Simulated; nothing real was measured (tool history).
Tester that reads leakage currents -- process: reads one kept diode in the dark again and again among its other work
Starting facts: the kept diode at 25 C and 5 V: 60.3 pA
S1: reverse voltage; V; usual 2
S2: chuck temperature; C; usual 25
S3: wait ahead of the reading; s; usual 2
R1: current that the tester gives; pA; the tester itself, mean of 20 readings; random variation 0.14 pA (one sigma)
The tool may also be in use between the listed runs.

run	hour	S1	S2	S3	R1
1	0	2	25	2	43.83
2	106.8	2	25	2	43.68
3	199.4	1.56	25	2	40.14
4	311.4	1.56	25	2	40.23
5	429	2	25	2	44.31
6	526.6	2	25	2	44.87
7	685.8	2	25	2	45.14
8	844.1	2	24	2	41.54
9	952.9	2	24	2	41.82
10	1108.7	2	25	2	46.23
11	1212.6	2	25	2	46
12	1392.2	2	25	2	46.38
13	1529.1	2	48	2	320.93
14	1647	1.58	25	2	42.8
# hour 1770.3: chuck's temperature calibrated
15	1826.8	1.58	25	2	41.52
16	1999.5	1.58	25	2	41.7
17	2084.7	1.58	25	2	41.98
18	2262.5	2	22	2	36.06
19	2405.3	2	22	2	36.29
20	2584	2	46	0.33	274.76
21	2691.3	1.04	22	2.64	27.92
22	2771.5	1.04	22	2.64	27.84
23	2937.8	1.9	33	2.43	92.42
24	3017	1.9	51	1.62	400.06
25	3187.4	5.31	23	1.31	63.48
26	3325.9	4.51	49	3.14	479.91
27	3474.2	4.51	49	3.14	484.82
28	3597.5	2	25	3.11	49.09
# hour 3690.3: chuck's temperature calibrated
29	3731.6	2	25	3.11	46.81
30	3890.1	1.64	48	2.33	289.61
# hour 3902.8: probe card cleaned and baked
31	3976.2	1.34	32	0.85	70.26
32	4158.3	5.28	26	2	70.45
33	4321.1	5.28	26	2	70.88

Run 34, settings as shown, results not yet in. Your forecast:
34	4449.6	8.48	34	0.49	?

{"run 34": {"R1": 175.01}}
Take away the tool's hidden state, keep the run-to-run variation as it was, and the same run would have given R1 168.1 pA.
